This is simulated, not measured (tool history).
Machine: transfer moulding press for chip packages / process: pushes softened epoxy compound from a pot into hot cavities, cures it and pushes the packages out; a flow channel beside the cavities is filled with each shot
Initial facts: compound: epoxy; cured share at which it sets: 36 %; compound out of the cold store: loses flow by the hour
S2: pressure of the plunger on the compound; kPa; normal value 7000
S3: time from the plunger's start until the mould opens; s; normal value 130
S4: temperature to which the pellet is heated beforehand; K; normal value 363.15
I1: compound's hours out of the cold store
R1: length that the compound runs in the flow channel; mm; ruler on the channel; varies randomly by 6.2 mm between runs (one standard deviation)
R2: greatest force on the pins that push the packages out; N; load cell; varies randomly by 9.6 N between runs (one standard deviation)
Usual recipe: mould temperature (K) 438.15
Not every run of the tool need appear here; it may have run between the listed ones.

run 1 hour=0.0 | mould_temperature_(K)=438.15 S2=7000 S3=130 S4=363.15 | I1=22.0 | R1=624 R2=501
run 2 hour=25.0 | mould_temperature_(K)=438.15 S2=7000 S3=130 S4=363.15 | I1=16.0 | R1=618 R2=574
run 3 hour=58.6 | mould_temperature_(K)=438.15 S2=7000 S3=130 S4=363.15 | I1=19.1 | R1=611 R2=616
-- hour=66.1 cavities cleaned with cleaning compound and waxed
run 4 hour=82.8 | mould_temperature_(K)=438.15 S2=7000 S3=130 S4=363.15 | I1=47.0 | R1=538 R2=501
run 5 hour=97.0 | mould_temperature_(K)=438.15 S2=7000 S3=130 S4=363.15 | I1=31.4 | R1=573 R2=548
run 6 hour=131.9 | mould_temperature_(K)=438.15 S2=7630 S3=130 S4=363.15 | I1=16.1 | R1=641 R2=578
run 7 hour=149.3 | mould_temperature_(K)=438.15 S2=7630 S3=130 S4=363.15 | I1=36.9 | R1=585 R2=616
-- hour=153.6 cavities cleaned with cleaning compound and waxed
run 8 hour=167.6 | mould_temperature_(K)=438.15 S2=7630 S3=130 S4=363.15 | I1=18.0 | R1=629 R2=530
run 9 hour=184.2 | mould_temperature_(K)=438.15 S2=7630 S3=130 S4=363.15 | I1=33.9 | R1=592 R2=528
run 10 hour=203.9 | mould_temperature_(K)=436.15 S2=6380 S3=158 S4=371.15 | I1=35.3 | R1=532 R2=530
run 11 hour=221.9 | mould_temperature_(K)=436.15 S2=6380 S3=158 S4=368.15 | I1=40.9 | R1=525 R2=557
-- hour=243.3 cavities cleaned with cleaning compound and waxed
run 12 hour=252.5 | mould_temperature_(K)=445.15 S2=7000 S3=131 S4=363.15 | I1=41.3 | R1=520 R2=412
run 13 hour=269.5 | mould_temperature_(K)=445.15 S2=5790 S3=131 S4=368.15 | I1=46.3 | R1=460 R2=482
run 14 hour=294.2 | mould_temperature_(K)=437.15 S2=7830 S3=131 S4=353.15 | I1=23.7 | R1=619 R2=587
run 15 hour=322.8 | mould_temperature_(K)=441.15 S2=7000 S3=169 S4=373.15 | I1=11.5 | R1=597 R2=551
-- hour=332.1 cavities cleaned with cleaning compound and waxed
-- hour=346.8 plunger's sealing rings changed
run 16 hour=361.4 | mould_temperature_(K)=445.15 S2=5960 S3=169 S4=371.15 | I1=25.9 | R1=571 R2=464

Here are 5 independent what-if runs from the current tool condition. What would each one return?
run A hour=394.0 | mould_temperature_(K)=445.15 S2=5590 S3=148 S4=371.15 | I1=23.0 | R1=? R2=?
run B hour=394.0 | mould_temperature_(K)=438.15 S2=7000 S3=130 S4=354.15 | I1=29.8 | R1=? R2=?
run C hour=394.0 | mould_temperature_(K)=438.15 S2=5750 S3=130 S4=363.15 | I1=40.6 | R1=? R2=?
run D hour=394.0 | mould_temperature_(K)=444.15 S2=7010 S3=130 S4=365.15 | I1=28.9 | R1=? R2=?
run E hour=394.0 | mould_temperature_(K)=442.15 S2=5960 S3=169 S4=371.15 | I1=27.0 | R1=? R2=?

run=A R1=550 R2=546
run=B R1=629 R2=592
run=C R1=543 R2=592
run=D R1=602 R2=533
run=E R1=565 R2=522
With the hidden condition removed and each run's random variation left untouched, the same runs would have given:
run=A R1=552 R2=411
run=B R1=631 R2=427
run=C R1=545 R2=429
run=D R1=604 R2=398
run=E R1=567 R2=390
